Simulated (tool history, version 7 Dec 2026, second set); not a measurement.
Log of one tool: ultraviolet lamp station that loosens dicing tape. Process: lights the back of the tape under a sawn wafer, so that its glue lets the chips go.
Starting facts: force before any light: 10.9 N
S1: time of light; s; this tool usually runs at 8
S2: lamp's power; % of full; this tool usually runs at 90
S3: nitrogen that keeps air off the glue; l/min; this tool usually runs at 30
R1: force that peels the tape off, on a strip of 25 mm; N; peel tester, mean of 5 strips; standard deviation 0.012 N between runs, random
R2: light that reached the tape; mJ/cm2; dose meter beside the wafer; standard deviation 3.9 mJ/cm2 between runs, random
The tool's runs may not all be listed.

run,day,S1,S2,S3,R1,R2
1,0,8,90,30,0.68,578
2,2,8,90,30,0.729,569
3,3.154,8,90,30,0.739,565
# day 3.475: window cleaned of glue's vapour
4,5.704,8,90,30,0.736,576
5,8.029,8,90,10,1.94,568
6,10.488,8,90,30,0.781,563
7,12.633,8,90,30,0.825,553
8,14.317,8,90,30,0.804,553
9,15.612,8,90,30,0.811,540
10,16.808,8,90,30,0.874,534
# day 18.454: window cleaned of glue's vapour
11,19.121,8,61,14,2.822,371
12,20.6,14,92,16,0.401,984
13,21.858,6,66,30,2.503,300
14,23.296,6,97,30,1.302,435
15,25.646,8,67,21,2.04,397
16,27.267,8,96,14,1.563,556
17,28.729,8,96,14,1.558,555
18,29.983,10,90,30,0.577,641

Branching from run 18: 3 alternative next runs. What would each branch give?
A,31.638,8,85,11,?,?
B,31.638,8,64,30,?,?
C,31.638,8,66,30,?,?

run,R1,R2
A,2.332,476
B,1.843,360
C,1.725,372
The same runs, with their run-to-run variation unchanged, on a tool lacking any hidden condition would have given:
run,R1,R2
A,1.443,636
B,1.079,480
C,0.997,496
